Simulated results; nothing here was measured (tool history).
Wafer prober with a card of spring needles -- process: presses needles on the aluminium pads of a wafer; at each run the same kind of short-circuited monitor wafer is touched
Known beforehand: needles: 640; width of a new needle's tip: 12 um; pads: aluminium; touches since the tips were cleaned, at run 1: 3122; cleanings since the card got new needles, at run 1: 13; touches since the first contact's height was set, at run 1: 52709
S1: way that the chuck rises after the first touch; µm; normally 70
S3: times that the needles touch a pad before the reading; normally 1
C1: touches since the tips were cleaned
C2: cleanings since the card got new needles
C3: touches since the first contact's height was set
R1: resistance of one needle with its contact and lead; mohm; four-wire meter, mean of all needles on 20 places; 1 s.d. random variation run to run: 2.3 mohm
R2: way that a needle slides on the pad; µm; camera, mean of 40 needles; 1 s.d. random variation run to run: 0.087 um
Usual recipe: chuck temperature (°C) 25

run 1 hour=0 | S1=70 chuck_temperature_(°C)=25 S3=1 | C1=3122 C2=13 C3=52709 | R1=267 R2=16.93
-- hour=2.9 tips cleaned on abrasive film
-- hour=16.9 tips cleaned on abrasive film
-- hour=30.8 tips cleaned on abrasive film
-- hour=42.2 tips cleaned on abrasive film
run 2 hour=50.4 | S1=75 chuck_temperature_(°C)=25 S3=1 | C1=2394 C2=17 C3=67232 | R1=264 R2=18.12
-- hour=56.2 tips cleaned on abrasive film
-- hour=70.1 tips cleaned on abrasive film
-- hour=84.2 tips cleaned on abrasive film
-- hour=95.6 tips cleaned on abrasive film
-- hour=109.8 tips cleaned on abrasive film
run 3 hour=111 | S1=75 chuck_temperature_(°C)=35 S3=1 | C1=356 C2=22 C3=84683 | R1=262 R2=18.11
-- hour=122.4 tips cleaned on abrasive film
-- hour=136.6 tips cleaned on abrasive film
-- hour=150.7 tips cleaned on abrasive film
-- hour=164.9 tips cleaned on abrasive film
run 4 hour=166.7 | S1=74 chuck_temperature_(°C)=25 S3=1 | C1=515 C2=26 C3=100729 | R1=259 R2=17.82
-- hour=178 tips cleaned on abrasive film
-- hour=189.4 tips cleaned on abrasive film
-- hour=203.6 tips cleaned on abrasive film
run 5 hour=207.3 | S1=53 chuck_temperature_(°C)=25 S3=1 | C1=1060 C2=29 C3=112428 | R1=265 R2=12.49
-- hour=215.8 tips cleaned on abrasive film
-- hour=230 tips cleaned on abrasive film
-- hour=244 tips cleaned on abrasive film
-- hour=258.1 tips cleaned on abrasive film
run 6 hour=267.6 | S1=53 chuck_temperature_(°C)=25 S3=1 | C1=2737 C2=33 C3=129821 | R1=276 R2=12.58
-- hour=270.5 tips cleaned on abrasive film
-- hour=281.8 tips cleaned on abrasive film
-- hour=296 tips cleaned on abrasive film
-- hour=310 tips cleaned on abrasive film
run 7 hour=312.5 | S1=53 chuck_temperature_(°C)=25 S3=1 | C1=722 C2=37 C3=142762 | R1=263 R2=12.43
-- hour=323.9 tips cleaned on abrasive film
-- hour=338.1 tips cleaned on abrasive film
-- hour=352.3 tips cleaned on abrasive film
run 8 hour=355.2 | S1=70 chuck_temperature_(°C)=25 S3=2 | C1=837 C2=40 C3=155056 | R1=258 R2=16.49
-- hour=366.5 tips cleaned on abrasive film
-- hour=380.5 tips cleaned on abrasive film
-- hour=394.3 tips cleaned on abrasive film
run 9 hour=396.1 | S1=70 chuck_temperature_(°C)=25 S3=1 | C1=513 C2=43 C3=166843 | R1=260 R2=16.44
-- hour=407.4 tips cleaned on abrasive film
-- hour=421.6 tips cleaned on abrasive film
-- hour=435.8 tips cleaned on abrasive film
run 10 hour=446.2 | S1=70 chuck_temperature_(°C)=25 S3=1 | C1=3021 C2=46 C3=181310 | R1=269 R2=16.41
-- hour=449.1 tips cleaned on abrasive film
-- hour=463.3 tips cleaned on abrasive film
-- hour=477.5 tips cleaned on abrasive film
run 11 hour=482.1 | S1=70 chuck_temperature_(°C)=25 S3=1 | C1=1337 C2=49 C3=191649 | R1=263 R2=16.43
-- hour=490.6 tips cleaned on abrasive film
-- hour=504.5 tips cleaned on abrasive film
-- hour=504.8 height of the first contact set anew
-- hour=516.2 tips cleaned on abrasive film
run 12 hour=518.5 | S1=70 chuck_temperature_(°C)=25 S3=1 | C1=664 C2=52 C3=3938 | R1=261 R2=16.18
-- hour=529.9 tips cleaned on abrasive film
-- hour=541.3 tips cleaned on abrasive film
run 13 hour=551.6 | S1=70 chuck_temperature_(°C)=25 S3=1 | C1=3008 C2=54 C3=13493 | R1=268 R2=16.19
-- hour=554.5 tips cleaned on abrasive film
-- hour=568.6 tips cleaned on abrasive film
-- hour=582.8 tips cleaned on abrasive film
run 14 hour=591.9 | S1=70 chuck_temperature_(°C)=25 S3=1 | C1=2638 C2=57 C3=25092 | R1=266 R2=15.98
-- hour=594.8 tips cleaned on abrasive film
-- hour=609 tips cleaned on abrasive film
-- hour=620.4 tips cleaned on abrasive film
-- hour=631.7 tips cleaned on abrasive film
run 15 hour=638 | S1=70 chuck_temperature_(°C)=25 S3=1 | C1=1821 C2=61 C3=38373 | R1=264 R2=16.08
-- hour=643.7 tips cleaned on abrasive film
-- hour=657.5 tips cleaned on abrasive film
-- hour=671.5 tips cleaned on abrasive film
run 16 hour=682.1 | S1=70 chuck_temperature_(°C)=106 S3=1 | C1=3064 C2=64 C3=51091 | R1=290 R2=16.08

Expected results for the next run?
-- hour=685 tips cleaned on abrasive film
-- hour=698.9 tips cleaned on abrasive film
-- hour=713.1 tips cleaned on abrasive film
-- hour=727.1 tips cleaned on abrasive film
run 17 hour=736.7 | S1=70 chuck_temperature_(°C)=106 S3=1 | C1=2793 C2=68 C3=66836 | R1=? R2=?

R1: 293 mohm
R2: 15.97 µm
With no hidden state in the tool, this same run would have given R1 279 mohm, R2 17.02 µm.
